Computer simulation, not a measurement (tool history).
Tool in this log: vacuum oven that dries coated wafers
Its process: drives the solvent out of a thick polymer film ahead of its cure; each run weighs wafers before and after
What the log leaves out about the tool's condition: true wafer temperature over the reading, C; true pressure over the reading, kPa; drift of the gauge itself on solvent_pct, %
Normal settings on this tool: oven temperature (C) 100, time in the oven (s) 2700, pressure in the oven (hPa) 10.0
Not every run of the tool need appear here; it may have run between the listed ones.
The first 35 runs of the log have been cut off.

run    hour  oven temperature (C)  time in the oven (s)  pressure in the oven (hPa)  hours of work since the thermocouples were calibrated  hours of work since the vacuum gauge was cleaned of residue  solvent left in the film (%)
 36   976.5                    91                  2580                         5.9                                                    482                                                         1672                          4.23
 37  1011.0                   101                  2820                        10.0                                                    507                                                         1697                          1.79
 38  1038.0                   111                  2760                        10.0                                                    526                                                         1717                          0.76
 39  1056.5                   111                  2220                        10.0                                                    540                                                         1730                          1.13
 40  1094.0                   104                  2700                        10.0                                                    567                                                         1757                          1.47
 41  1113.2                   100                  3660                        10.0                                                    581                                                         1771                          1.26
 42  1145.5                   109                  3480                        10.5                                                    604                                                         1795                          0.65
 43  1176.6                   100                  1800                        34.8                                                    627                                                         1817                          5.11
 44  1201.1                    89                  2460                        29.9                                                    645                                                         1835                          6.54
     1235.9  -- oven's thermocouples calibrated
 45  1238.4                    89                  2460                        29.9                                                      2                                                         1861                          6.97
 46  1257.2                   100                  4080                        24.3                                                     15                                                         1874                          1.94

3 options for the next run, each taken on its own from the tool as it stands now. Forecast them:
  A  1275.6                    98                  3600                         5.8                                                     29                                                         1888                             ?
  B  1275.6                   100                  4080                        13.7                                                     29                                                         1888                             ?
  C  1275.6                    93                  1500                        15.1                                                     29                                                         1888                             ?

run  solvent left in the film (%)
  A                          1.42
  B                          1.35
  C                          8.01
What these runs would have given with no unlogged condition in the tool:
run  solvent left in the film (%)
  A                          1.23
  B                          1.16
  C                          7.91
